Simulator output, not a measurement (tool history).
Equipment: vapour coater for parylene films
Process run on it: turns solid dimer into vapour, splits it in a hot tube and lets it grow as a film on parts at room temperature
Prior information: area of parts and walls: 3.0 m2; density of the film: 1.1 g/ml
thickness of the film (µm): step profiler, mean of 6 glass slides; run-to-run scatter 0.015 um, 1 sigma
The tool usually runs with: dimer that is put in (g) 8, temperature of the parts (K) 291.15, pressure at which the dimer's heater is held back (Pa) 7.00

| run | day | dimer that is put in (g) | temperature of the parts (K) | pressure at which the dimer's heater is held back (Pa) | thickness of the film (µm) |
|---|---|---|---|---|---|
| 1 | 0.000 | 8 | 291.15 | 7.00 | 1.38 |
| 2 | 1.350 | 7 | 291.15 | 7.00 | 1.19 |
| 3 | 2.996 | 8 | 291.15 | 7.00 | 1.34 |
| 4 | 4.762 | 11 | 291.15 | 7.00 | 1.83 |
| 5 | 6.450 | 11 | 291.15 | 7.00 | 1.83 |
| 6 | 8.179 | 11 | 291.15 | 7.00 | 1.82 |
| 7 | 9.321 | 11 | 291.15 | 7.00 | 1.81 |
| 8 | 10.688 | 11 | 291.15 | 7.00 | 1.84 |
| 9 | 12.312 | 11 | 291.15 | 7.00 | 1.79 |
| 10 | 13.492 | 8 | 289.15 | 7.00 | 1.35 |
| 11 | 14.888 | 8 | 290.15 | 7.00 | 1.35 |
| 12 | 16.592 | 8 | 293.15 | 7.00 | 1.20 |
| 13 | 18.938 | 8 | 293.15 | 7.00 | 1.22 |
|  | 19.292 | trap's valve overhauled |
| 14 | 20.871 | 8 | 293.15 | 7.00 | 1.16 |
| 15 | 23.246 | 3 | 291.15 | 11.19 | 0.42 |
|  | 25.588 | trap's valve overhauled, once more |
| 16 | 25.692 | 3 | 291.15 | 11.19 | 0.50 |
| 17 | 28.012 | 3 | 291.15 | 11.19 | 0.49 |
| 18 | 29.850 | 4 | 289.15 | 4.67 | 0.74 |
| 19 | 31.025 | 13 | 292.15 | 10.49 | 2.03 |

For run 20, what comes out?
| 20 | 33.583 | 13 | 292.15 | 10.49 | ? |

{"run 20": {"thickness of the film (µm)": 2.02}}
Were there no unlogged condition in the tool, this run, its random variation unchanged, would have produced thickness of the film (µm) 2.16.

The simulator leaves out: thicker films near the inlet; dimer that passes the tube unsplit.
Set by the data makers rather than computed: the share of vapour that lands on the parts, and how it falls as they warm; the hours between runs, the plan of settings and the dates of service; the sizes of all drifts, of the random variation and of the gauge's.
